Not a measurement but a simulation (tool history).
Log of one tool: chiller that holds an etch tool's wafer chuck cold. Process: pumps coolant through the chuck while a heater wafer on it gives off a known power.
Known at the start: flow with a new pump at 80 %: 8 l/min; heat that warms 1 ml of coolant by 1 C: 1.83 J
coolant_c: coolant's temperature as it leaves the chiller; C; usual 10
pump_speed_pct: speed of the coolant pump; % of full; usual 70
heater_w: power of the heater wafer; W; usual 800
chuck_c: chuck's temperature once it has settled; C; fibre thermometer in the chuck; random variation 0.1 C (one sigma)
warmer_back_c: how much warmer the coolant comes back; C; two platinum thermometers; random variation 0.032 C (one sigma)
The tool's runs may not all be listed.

run    hour  coolant_c  pump_speed_pct  heater_w  chuck_c  warmer_back_c
  1     0.0         10              70       800     19.3           3.86
  2   127.8         10              70      1021     22.0           4.84
  3   294.3         10              67       800     19.6           4.03
      400.7  -- coolant changed, channels flushed
  4   496.5         10              92       800     17.1           2.91
  5   698.1         10              80       800     17.4           3.30
  6   916.4         10              80       800     17.6           3.35
  7  1065.1         10              80       800     17.8           3.35
  8  1216.6         10              80       800     17.6           3.38
     1305.5  -- chiller's thermometer calibrated
  9  1393.0         10              80       800     18.0           3.36
 10  1537.4          9              80       800     16.8           3.31
 11  1646.2          9              80       800     16.9           3.40
     1753.4  -- chiller's thermometer calibrated, once more
 12  1780.5          9              80       800     16.4           3.40
 13  1968.6         10              83       800     17.4           3.27
 14  2086.3         10              70       906     19.3           4.40
 15  2214.8         10              70       906     19.5           4.48
 16  2392.7         10              70       906     19.4           4.40
 17  2578.7         10              70       478     15.1           2.33
 18  2803.0         10              70       478     15.1           2.35
 19  3002.2         10              70       478     14.9           2.40
 20  3202.8         10              70       478     15.2           2.33
 21  3368.5         10              70       478     15.1           2.35
 22  3483.5         10              66       478     15.7           2.51
 23  3652.3         10              87       407     13.8           1.61
 24  3855.6         19              87       898     27.4           3.54
 25  4078.2         10              65       597     17.0           3.25
 26  4240.2         11              84       660     17.5           2.71
 27  4389.2         10              71       800     19.0           3.94
 28  4618.9          4              86       800     12.1           3.23
 29  4779.2          4              86       800     11.9           3.22
 30  4931.8          4              86       800     12.1           3.26
 31  5078.2         17              70      1192     30.4           6.00
 32  5251.8         12              70       800     21.2           4.03

Forecast each of these 4 alternatives for the next run:
  A  5412.1         19              70       701        ?              ?
  B  5412.1         10              99       800        ?              ?
  C  5412.1          7              70       844        ?              ?
  D  5412.1         15              70       800        ?              ?

run  chuck_c  warmer_back_c
  A     27.1           3.55
  B     17.4           2.79
  C     16.7           4.27
  D     24.4           4.02
Without the tool's hidden state the same runs would have given:
run  chuck_c  warmer_back_c
  A     25.7           3.31
  B     16.1           2.60
  C     15.2           3.98
  D     22.9           3.75
